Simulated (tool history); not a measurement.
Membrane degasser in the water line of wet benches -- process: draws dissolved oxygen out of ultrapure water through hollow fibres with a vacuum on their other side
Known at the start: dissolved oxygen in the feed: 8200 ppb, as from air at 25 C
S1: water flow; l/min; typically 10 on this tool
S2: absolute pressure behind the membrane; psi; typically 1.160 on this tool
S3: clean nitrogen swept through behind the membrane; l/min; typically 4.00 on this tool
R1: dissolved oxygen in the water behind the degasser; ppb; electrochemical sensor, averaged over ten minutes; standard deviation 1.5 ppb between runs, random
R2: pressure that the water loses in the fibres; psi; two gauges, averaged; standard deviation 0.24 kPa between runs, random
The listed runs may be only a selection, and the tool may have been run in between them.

run	day	S1	S2	S3	R1	R2
1	0.000	10	1.160	4.00	146.5	9.411
2	2.154	10	1.398	4.00	161.4	9.367
3	3.558	10	1.398	4.00	160.7	9.407
4	5.179	10	1.398	4.00	161.1	9.423
5	6.329	9	1.398	4.00	127.8	8.457
6	7.925	9	1.398	4.00	127.7	8.437
7	9.771	9	1.398	3.84	129.4	8.486
8	11.371	10	1.160	9.74	133.4	9.391
9	13.175	10	1.160	9.74	136.0	9.448
10	14.462	10	1.160	9.74	131.2	9.398
11	16.442	10	1.160	9.74	133.8	9.426
12	18.121	10	1.160	9.74	136.6	9.430
13	20.225	10	1.160	9.74	134.2	9.419
14	21.271	10	1.160	9.74	135.3	9.456
15	22.679	10	0.706	4.91	132.0	9.407
# day 22.808: vacuum gauge calibrated
16	25.008	12	2.081	4.00	271.6	11.387
17	27.158	8	2.081	4.00	124.3	7.585
18	29.558	14	1.774	2.65	387.1	13.251
# day 31.142: vacuum gauge calibrated, once more
19	31.858	15	1.774	3.04	415.5	14.169
20	34.262	10	2.843	8.25	172.5	9.417
21	36.358	9	2.622	4.00	178.3	8.457
22	38.129	7	2.640	4.00	110.4	6.644
23	40.546	10	2.640	4.00	216.0	9.496
24	42.496	10	2.640	4.00	213.6	9.397
25	44.350	10	0.862	4.00	144.7	9.528
26	45.429	10	0.862	4.00	142.4	9.388
27	46.629	10	0.862	4.00	141.8	9.488

Alternative continuations, all from the tool just after run 27; predict every row:
A	48.288	15	1.198	4.12	?	?
B	48.288	10	1.440	4.00	?	?
C	48.288	15	0.862	4.00	?	?
D	48.288	13	2.612	2.98	?	?

run	R1	R2
A	361.5	14.251
B	165.8	9.438
C	334.7	14.185
D	376.7	12.370
With the hidden condition removed and each run's random variation left untouched, the same runs would have given:
run	R1	R2
A	341.1	13.987
B	154.8	9.261
C	314.9	13.921
D	358.5	12.141
